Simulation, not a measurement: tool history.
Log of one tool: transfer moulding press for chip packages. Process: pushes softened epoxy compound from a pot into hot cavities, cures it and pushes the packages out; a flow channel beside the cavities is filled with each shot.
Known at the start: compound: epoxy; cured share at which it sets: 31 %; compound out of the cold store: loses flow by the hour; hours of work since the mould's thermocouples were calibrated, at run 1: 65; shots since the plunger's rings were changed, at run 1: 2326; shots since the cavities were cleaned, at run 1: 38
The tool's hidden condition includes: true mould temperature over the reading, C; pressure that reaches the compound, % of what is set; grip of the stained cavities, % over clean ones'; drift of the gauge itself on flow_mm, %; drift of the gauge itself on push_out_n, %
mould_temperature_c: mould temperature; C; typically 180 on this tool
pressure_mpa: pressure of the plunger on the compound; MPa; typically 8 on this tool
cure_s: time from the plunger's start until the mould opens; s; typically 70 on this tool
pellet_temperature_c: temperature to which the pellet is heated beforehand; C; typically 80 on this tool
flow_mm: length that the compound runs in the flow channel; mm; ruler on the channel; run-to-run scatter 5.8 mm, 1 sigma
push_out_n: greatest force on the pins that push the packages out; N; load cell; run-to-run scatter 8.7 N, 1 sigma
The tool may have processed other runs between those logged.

run   hour  mould_temperature_c  pressure_mpa  cure_s  pellet_temperature_c  hours of work since the mould's thermocouples were calibrated  shots since the plunger's rings were changed  shots since the cavities were cleaned  incoming compound's hours out of the cold store  flow_mm  push_out_n
  1    0.0                  180             8      70                    80                                                             65                                          2326                                     38                                             36.7      841         375
      38.5  -- cavities cleaned with cleaning compound and waxed
  2   55.2                  180             8      70                    80                                                             96                                          3016                                    215                                             21.3      918         389
      76.5  -- cavities cleaned with cleaning compound and waxed
  3  103.8                  180             8      70                    80                                                            124                                          3621                                    351                                             27.3      892         399
     118.7  -- cavities cleaned with cleaning compound and waxed
  4  142.0                  180             8      70                    80                                                            145                                          4092                                    299                                             24.2      895         399
     157.1  -- cavities cleaned with cleaning compound and waxed
     197.8  -- cavities cleaned with cleaning compound and waxed
  5  229.3                  180             8      70                    80                                                            194                                          5174                                    404                                             47.0      793         376
     237.2  -- cavities cleaned with cleaning compound and waxed
     273.7  -- plunger's sealing rings changed
     275.2  -- cavities cleaned with cleaning compound and waxed
  6  303.7                  180             8      70                    80                                                            233                                           366                                    366                                             16.1      944         401
     311.6  -- cavities cleaned with cleaning compound and waxed
     348.1  -- cavities cleaned with cleaning compound and waxed
     388.7  -- cavities cleaned with cleaning compound and waxed
  7  388.7                  180             8      70                    74                                                            280                                          1400                                      0                                             38.8      830         383
     427.6  -- cavities cleaned with cleaning compound and waxed
  8  442.4                  180             8      70                    74                                                            310                                          2071                                    191                                             10.5      975         405
     467.3  -- cavities cleaned with cleaning compound and waxed
     505.4  -- cavities cleaned with cleaning compound and waxed
  9  506.6                  180             8      70                    80                                                            345                                          2856                                     15                                             37.8      846         387
     522.2  -- mould's thermocouples calibrated
     544.4  -- cavities cleaned with cleaning compound and waxed
 10  567.7                  180             8      70                    80                                                             25                                          3596                                    299                                             31.6      868         385
     581.6  -- cavities cleaned with cleaning compound and waxed
     619.3  -- cavities cleaned with cleaning compound and waxed
 11  619.3                  180             8      70                    80                                                             54                                          4220                                      0                                             10.9      971         403
     655.8  -- cavities cleaned with cleaning compound and waxed
     695.2  -- cavities cleaned with cleaning compound and waxed
 12  704.9                  180             8      65                    80                                                            101                                          5281                                    125                                             26.6      887         444

For run 13, what comes out?
     734.6  -- cavities cleaned with cleaning compound and waxed
     745.0  -- plunger's sealing rings changed
 13  755.5                  180             8      65                    80                                                            128                                           135                                    236                                             29.4        ?           ?

flow_mm: 873 mm
push_out_n: 438 N
Take away the tool's hidden state, keep the run-to-run variation as it was, and the same run would have given flow_mm 873 mm, push_out_n 433 N.
